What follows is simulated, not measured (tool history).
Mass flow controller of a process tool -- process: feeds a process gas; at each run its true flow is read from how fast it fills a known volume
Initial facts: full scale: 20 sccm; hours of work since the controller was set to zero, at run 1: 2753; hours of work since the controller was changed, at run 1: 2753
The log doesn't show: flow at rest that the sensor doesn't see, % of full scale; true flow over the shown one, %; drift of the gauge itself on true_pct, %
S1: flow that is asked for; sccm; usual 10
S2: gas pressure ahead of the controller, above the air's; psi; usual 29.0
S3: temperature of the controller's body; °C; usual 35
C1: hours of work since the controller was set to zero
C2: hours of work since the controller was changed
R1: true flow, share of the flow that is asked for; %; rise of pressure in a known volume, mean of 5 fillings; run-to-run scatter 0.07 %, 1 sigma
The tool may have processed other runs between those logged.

| run | hour | S1 | S2 | S3 | C1 | C2 | R1 |
|---|---|---|---|---|---|---|---|
| 1 | 0.0 | 10 | 29.0 | 35 | 2753 | 2753 | 98.01 |
| 2 | 73.8 | 19 | 29.0 | 35 | 2803 | 2803 | 99.10 |
| 3 | 173.4 | 10 | 37.0 | 35 | 2871 | 2871 | 98.19 |
| 4 | 238.7 | 10 | 28.3 | 35 | 2915 | 2915 | 97.97 |
| 5 | 330.7 | 10 | 28.3 | 35 | 2978 | 2978 | 98.03 |
| 6 | 442.6 | 10 | 28.3 | 35 | 3054 | 3054 | 97.96 |
| 7 | 496.6 | 10 | 28.3 | 35 | 3091 | 3091 | 97.99 |
| 8 | 587.2 | 10 | 28.3 | 24 | 3153 | 3153 | 98.53 |
| 9 | 690.3 | 10 | 29.0 | 24 | 3223 | 3223 | 98.63 |
| 10 | 772.5 | 10 | 38.3 | 24 | 3279 | 3279 | 98.87 |
| 11 | 882.3 | 10 | 29.0 | 35 | 3354 | 3354 | 97.92 |
| 12 | 975.8 | 10 | 29.0 | 35 | 3418 | 3418 | 97.88 |
| 13 | 1082.9 | 10 | 29.0 | 35 | 3491 | 3491 | 98.11 |
| 14 | 1130.1 | 10 | 29.0 | 35 | 3523 | 3523 | 98.05 |
| 15 | 1203.7 | 10 | 26.7 | 35 | 3574 | 3574 | 97.97 |
| 16 | 1294.7 | 10 | 29.0 | 35 | 3636 | 3636 | 98.00 |
| 17 | 1388.4 | 15 | 23.6 | 25 | 3700 | 3700 | 98.83 |
| 18 | 1436.9 | 2 | 34.2 | 32 | 3733 | 3733 | 100.77 |
| 19 | 1484.9 | 4 | 22.2 | 32 | 3765 | 3765 | 98.40 |
| 20 | 1591.4 | 8 | 29.0 | 31 | 3838 | 3838 | 98.04 |
| 21 | 1679.9 | 2 | 29.0 | 31 | 3898 | 3898 | 100.69 |
| 22 | 1773.4 | 12 | 36.0 | 25 | 3962 | 3962 | 98.80 |

Estimate the outcome of run 23 from the log above:
| 23 | 1843.5 | 12 | 34.5 | 25 | 4010 | 4010 | ? |

R1: 98.84 %
With the hidden condition absent and the run-to-run variation left alone, this run would have shown R1 98.86 %.
